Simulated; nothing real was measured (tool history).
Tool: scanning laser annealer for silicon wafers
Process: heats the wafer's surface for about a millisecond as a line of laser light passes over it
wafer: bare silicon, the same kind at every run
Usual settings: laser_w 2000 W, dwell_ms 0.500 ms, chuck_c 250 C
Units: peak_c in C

run,day,laser_w,dwell_ms,chuck_c,peak_c
1,0.000,2000,0.500,250,1090
2,1.579,2000,0.500,271,1111
3,2.404,2000,0.500,271,1110
4,3.904,2000,0.500,271,1109
5,5.158,2000,0.500,288,1125
6,6.088,2000,0.500,250,1085
7,7.638,2000,0.500,250,1084
8,8.333,2000,0.500,250,1085
9,9.162,2000,0.500,250,1085
10,10.558,2000,0.392,250,984
11,11.588,2113,0.500,250,1136
12,12.421,2113,0.500,250,1137
13,13.938,2113,0.500,250,1136
14,15.138,2000,0.500,221,1051
15,16.646,2000,0.500,221,1053
16,17.825,2000,0.500,244,1076
17,19.525,2000,0.500,244,1073
18,20.254,2000,0.500,244,1072
19,21.858,2000,0.500,286,1112
20,22.588,2000,0.500,250,1079
21,23.708,2000,0.500,223,1049
22,24.625,2000,0.500,223,1050
23,25.904,2194,0.367,263,1043
24,26.800,2008,0.469,224,1026
25,27.658,2008,0.597,252,1160
26,28.996,2008,0.597,252,1158
27,29.733,2008,0.597,252,1155
28,30.533,2171,0.445,250,1100
29,31.783,1976,0.533,277,1119
30,32.721,2127,0.371,212,969
31,33.412,1715,0.434,250,895
32,34.121,2000,0.353,238,922
33,34.871,2000,0.541,260,1113
34,36.542,2000,0.541,260,1113
35,37.550,2000,0.541,260,1108
# day 38.104: window over the wafer cleaned
36,39.017,2051,0.382,253,1013
37,40.133,2092,0.386,286,1063
38,40.829,2076,0.469,286,1141
39,42.346,1709,0.598,210,988
40,43.821,1709,0.598,210,981
41,44.525,1929,0.372,210,907

3 ways to go on from here, each from the tool as it stands after run 41. What would each give?
A,45.833,1985,0.398,220,?
B,45.833,1822,0.435,210,?
C,45.833,2000,0.500,221,?

run,peak_c
A,967
B,917
C,1057
Without the tool's hidden state the same runs would have given:
run,peak_c
A,972
B,922
C,1064
